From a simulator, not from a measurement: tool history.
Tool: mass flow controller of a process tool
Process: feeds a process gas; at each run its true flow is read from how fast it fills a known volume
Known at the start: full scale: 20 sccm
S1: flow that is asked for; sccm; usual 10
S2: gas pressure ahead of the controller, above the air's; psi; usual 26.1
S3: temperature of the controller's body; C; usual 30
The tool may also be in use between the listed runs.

run 1 hour=0.0 | S1=10 S2=26.1 S3=30 | true_flow_(%)=98.55
run 2 hour=63.8 | S1=10 S2=26.1 S3=30 | true_flow_(%)=98.45
run 3 hour=112.7 | S1=8 S2=26.1 S3=30 | true_flow_(%)=98.44
run 4 hour=191.0 | S1=8 S2=30.5 S3=30 | true_flow_(%)=98.02
run 5 hour=270.7 | S1=10 S2=26.1 S3=30 | true_flow_(%)=98.55
run 6 hour=305.8 | S1=10 S2=26.1 S3=30 | true_flow_(%)=98.46
run 7 hour=369.8 | S1=10 S2=26.1 S3=30 | true_flow_(%)=98.39
run 8 hour=444.0 | S1=10 S2=26.1 S3=30 | true_flow_(%)=98.43
run 9 hour=510.6 | S1=10 S2=26.1 S3=30 | true_flow_(%)=98.45
run 10 hour=580.5 | S1=10 S2=26.1 S3=30 | true_flow_(%)=98.35
run 11 hour=645.4 | S1=10 S2=22.6 S3=30 | true_flow_(%)=98.49
run 12 hour=685.1 | S1=10 S2=22.6 S3=30 | true_flow_(%)=98.65
run 13 hour=729.7 | S1=10 S2=22.6 S3=30 | true_flow_(%)=98.50
run 14 hour=762.7 | S1=10 S2=22.6 S3=30 | true_flow_(%)=98.46
run 15 hour=819.3 | S1=10 S2=26.1 S3=30 | true_flow_(%)=98.40
run 16 hour=881.3 | S1=10 S2=23.4 S3=30 | true_flow_(%)=98.42
run 17 hour=939.6 | S1=10 S2=23.4 S3=30 | true_flow_(%)=98.40
run 18 hour=972.3 | S1=10 S2=23.4 S3=30 | true_flow_(%)=98.37
run 19 hour=1034.1 | S1=10 S2=31.9 S3=30 | true_flow_(%)=97.96
run 20 hour=1075.3 | S1=10 S2=21.8 S3=30 | true_flow_(%)=98.48
-- hour=1080.1 controller's zero set anew
run 21 hour=1132.1 | S1=10 S2=21.8 S3=30 | true_flow_(%)=98.07
run 22 hour=1206.5 | S1=10 S2=29.0 S3=30 | true_flow_(%)=97.68
run 23 hour=1241.8 | S1=10 S2=29.0 S3=30 | true_flow_(%)=97.60
run 24 hour=1282.8 | S1=10 S2=26.1 S3=30 | true_flow_(%)=97.91
-- hour=1328.5 controller's zero set anew, once more
run 25 hour=1342.4 | S1=4 S2=28.4 S3=30 | true_flow_(%)=98.48
run 26 hour=1407.0 | S1=16 S2=39.0 S3=36 | true_flow_(%)=97.90
run 27 hour=1451.8 | S1=11 S2=39.0 S3=22 | true_flow_(%)=98.82
run 28 hour=1488.4 | S1=16 S2=25.7 S3=28 | true_flow_(%)=99.28
run 29 hour=1566.1 | S1=5 S2=26.1 S3=34 | true_flow_(%)=98.24
run 30 hour=1632.3 | S1=10 S2=31.9 S3=28 | true_flow_(%)=98.77
run 31 hour=1669.4 | S1=10 S2=26.1 S3=20 | true_flow_(%)=99.64
run 32 hour=1730.8 | S1=10 S2=26.1 S3=20 | true_flow_(%)=99.59
run 33 hour=1808.4 | S1=16 S2=26.0 S3=25 | true_flow_(%)=99.43

Run 34 comes next. What will it give?
run 34 hour=1881.5 | S1=16 S2=26.0 S3=25 | true_flow_(%)=?

{"run 34": {"true flow (%)": 99.23}}
Without the tool's hidden state the same run would have given true flow (%) 99.94.
